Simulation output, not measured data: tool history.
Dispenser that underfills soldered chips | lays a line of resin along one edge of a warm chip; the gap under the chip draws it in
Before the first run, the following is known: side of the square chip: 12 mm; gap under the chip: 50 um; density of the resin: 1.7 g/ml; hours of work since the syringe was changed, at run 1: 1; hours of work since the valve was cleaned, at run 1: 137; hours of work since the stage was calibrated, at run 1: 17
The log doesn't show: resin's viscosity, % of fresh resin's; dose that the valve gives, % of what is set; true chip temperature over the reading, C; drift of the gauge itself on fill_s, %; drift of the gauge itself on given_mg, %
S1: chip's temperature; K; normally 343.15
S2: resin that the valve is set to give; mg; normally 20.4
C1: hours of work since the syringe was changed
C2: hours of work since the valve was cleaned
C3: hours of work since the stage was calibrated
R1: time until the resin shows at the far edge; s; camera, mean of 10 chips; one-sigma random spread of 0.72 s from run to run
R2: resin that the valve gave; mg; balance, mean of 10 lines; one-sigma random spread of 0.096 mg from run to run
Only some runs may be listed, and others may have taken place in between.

| run | hour | S1 | S2 | C1 | C2 | C3 | R1 | R2 |
|---|---|---|---|---|---|---|---|---|
| 1 | 0 | 343.15 | 20.4 | 1 | 137 | 17 | 71.4 | 18.99 |
| 2 | 2.8 | 343.15 | 20.4 | 3 | 139 | 19 | 80.7 | 18.9 |
| 3 | 7 | 343.15 | 20.4 | 6 | 142 | 22 | 101.6 | 18.89 |
|  | 9.5 | dispensing valve cleaned and set on the balance |
| 4 | 11.6 | 343.15 | 20.4 | 8 | 1 | 24 | 123.9 | 20.31 |
|  | 12.3 | new syringe of resin |
| 5 | 15.4 | 343.15 | 20.4 | 2 | 4 | 27 | 74.7 | 20.4 |
| 6 | 17.8 | 348.15 | 20.4 | 4 | 5 | 28 | 68.4 | 20.21 |

What will run 7 give?
| 7 | 21.3 | 340.15 | 20.4 | 6 | 8 | 30 | ? | ? |

Run 7 gave R1 116.9 s, R2 20.19 mg.
With no hidden state in the tool, this same run would have given R1 74.4 s, R2 20.26 mg.
